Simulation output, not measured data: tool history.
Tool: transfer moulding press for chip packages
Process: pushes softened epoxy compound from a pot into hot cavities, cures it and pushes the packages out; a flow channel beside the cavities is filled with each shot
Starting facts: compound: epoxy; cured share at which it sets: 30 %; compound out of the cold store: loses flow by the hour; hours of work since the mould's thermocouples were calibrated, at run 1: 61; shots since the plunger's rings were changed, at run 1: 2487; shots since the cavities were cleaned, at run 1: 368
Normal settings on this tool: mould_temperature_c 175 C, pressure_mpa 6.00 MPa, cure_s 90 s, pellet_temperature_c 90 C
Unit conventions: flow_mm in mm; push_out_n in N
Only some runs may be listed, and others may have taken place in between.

| run | hour | mould_temperature_c | pressure_mpa | cure_s | pellet_temperature_c | hours of work since the mould's thermocouples were calibrated | shots since the plunger's rings were changed | shots since the cavities were cleaned | incoming compound's hours out of the cold store | flow_mm | push_out_n |
|---|---|---|---|---|---|---|---|---|---|---|---|
| 1 | 0.0 | 175 | 6.00 | 90 | 90 | 61 | 2487 | 368 | 8.0 | 796 | 683 |
| 2 | 28.2 | 175 | 6.00 | 90 | 90 | 76 | 2763 | 644 | 44.0 | 626 | 699 |
|  | 39.3 | cavities cleaned with cleaning compound and waxed |
|  | 90.5 | plunger's sealing rings changed |
| 3 | 91.4 | 175 | 6.00 | 90 | 84 | 109 | 9 | 483 | 27.1 | 719 | 681 |
|  | 117.2 | cavities cleaned with cleaning compound and waxed |
| 4 | 150.1 | 175 | 5.92 | 90 | 84 | 140 | 566 | 320 | 34.2 | 678 | 615 |
|  | 191.8 | cavities cleaned with cleaning compound and waxed |
| 5 | 202.4 | 175 | 5.92 | 90 | 84 | 168 | 1062 | 103 | 12.3 | 778 | 537 |
| 6 | 231.5 | 175 | 5.92 | 90 | 84 | 184 | 1345 | 386 | 38.5 | 655 | 616 |
|  | 270.9 | cavities cleaned with cleaning compound and waxed |
| 7 | 271.3 | 175 | 5.92 | 90 | 84 | 205 | 1718 | 4 | 30.3 | 687 | 423 |
| 8 | 305.1 | 175 | 6.00 | 90 | 90 | 223 | 2048 | 334 | 13.5 | 773 | 666 |
|  | 345.3 | cavities cleaned with cleaning compound and waxed |
| 9 | 355.4 | 175 | 6.00 | 90 | 90 | 250 | 2524 | 99 | 30.8 | 685 | 478 |
| 10 | 389.8 | 175 | 6.00 | 90 | 90 | 269 | 2859 | 434 | 28.6 | 691 | 683 |
|  | 421.6 | cavities cleaned with cleaning compound and waxed |
| 11 | 438.0 | 175 | 6.00 | 90 | 90 | 295 | 3314 | 160 | 23.2 | 710 | 569 |
|  | 444.5 | plunger's sealing rings changed |
| 12 | 490.6 | 175 | 6.00 | 90 | 90 | 322 | 449 | 648 | 40.1 | 653 | 726 |
|  | 500.7 | cavities cleaned with cleaning compound and waxed |
| 13 | 533.2 | 175 | 6.00 | 90 | 86 | 345 | 850 | 317 | 29.5 | 698 | 604 |
|  | 575.8 | cavities cleaned with cleaning compound and waxed |
| 14 | 592.5 | 175 | 6.00 | 90 | 86 | 376 | 1413 | 162 | 46.4 | 624 | 530 |
| 15 | 635.3 | 169 | 6.00 | 79 | 90 | 400 | 1831 | 580 | 10.7 | 804 | 1646 |
|  | 651.3 | mould's thermocouples calibrated |
|  | 652.8 | cavities cleaned with cleaning compound and waxed |
| 16 | 664.7 | 178 | 5.16 | 79 | 95 | 7 | 2083 | 116 | 31.4 | 624 | 533 |
| 17 | 718.2 | 178 | 5.16 | 79 | 95 | 36 | 2604 | 637 | 15.7 | 693 | 808 |
|  | 728.6 | cavities cleaned with cleaning compound and waxed |
| 18 | 767.9 | 173 | 5.30 | 90 | 90 | 62 | 3074 | 383 | 26.2 | 661 | 751 |
|  | 801.6 | plunger's sealing rings changed |
|  | 808.0 | cavities cleaned with cleaning compound and waxed |
| 19 | 827.9 | 179 | 4.87 | 100 | 84 | 93 | 242 | 195 | 39.9 | 581 | 430 |
|  | 882.7 | cavities cleaned with cleaning compound and waxed |
| 20 | 891.4 | 179 | 4.87 | 100 | 84 | 127 | 845 | 84 | 12.2 | 700 | 382 |
| 21 | 926.4 | 179 | 4.63 | 116 | 81 | 146 | 1187 | 426 | 36.1 | 580 | 483 |
|  | 959.5 | cavities cleaned with cleaning compound and waxed |
| 22 | 990.0 | 178 | 4.63 | 104 | 84 | 180 | 1792 | 297 | 41.5 | 556 | 480 |
| 23 | 1028.9 | 178 | 4.63 | 104 | 99 | 202 | 2172 | 677 | 44.1 | 548 | 546 |
|  | 1033.9 | cavities cleaned with cleaning compound and waxed |
| 24 | 1071.1 | 178 | 4.63 | 104 | 99 | 224 | 2568 | 363 | 31.7 | 588 | 491 |
|  | 1110.8 | cavities cleaned with cleaning compound and waxed |
| 25 | 1122.9 | 175 | 7.17 | 90 | 83 | 252 | 3058 | 118 | 24.5 | 776 | 555 |
|  | 1155.2 | plunger's sealing rings changed |
| 26 | 1155.2 | 175 | 7.06 | 90 | 90 | 268 | 0 | 409 | 19.0 | 820 | 696 |
|  | 1188.1 | cavities cleaned with cleaning compound and waxed |
| 27 | 1209.7 | 175 | 7.06 | 90 | 90 | 297 | 516 | 211 | 40.6 | 710 | 559 |

Branching from run 27: 4 alternative next runs. What would each branch give?
| A | 1245.2 | 175 | 6.00 | 90 | 91 | 317 | 862 | 557 | 34.4 | ? | ? |
| B | 1245.2 | 182 | 6.00 | 90 | 83 | 317 | 862 | 557 | 29.0 | ? | ? |
| C | 1245.2 | 175 | 7.06 | 92 | 90 | 317 | 862 | 557 | 26.2 | ? | ? |
| D | 1245.2 | 175 | 6.00 | 76 | 94 | 317 | 862 | 557 | 47.0 | ? | ? |

| run | flow_mm | push_out_n |
|---|---|---|
| A | 676 | 729 |
| B | 685 | 530 |
| C | 777 | 679 |
| D | 626 | 1002 |
Take away the tool's hidden state, keep each run's random variation, and the runs would have read:
| run | flow_mm | push_out_n |
|---|---|---|
| A | 682 | 450 |
| B | 692 | 335 |
| C | 784 | 421 |
| D | 631 | 616 |

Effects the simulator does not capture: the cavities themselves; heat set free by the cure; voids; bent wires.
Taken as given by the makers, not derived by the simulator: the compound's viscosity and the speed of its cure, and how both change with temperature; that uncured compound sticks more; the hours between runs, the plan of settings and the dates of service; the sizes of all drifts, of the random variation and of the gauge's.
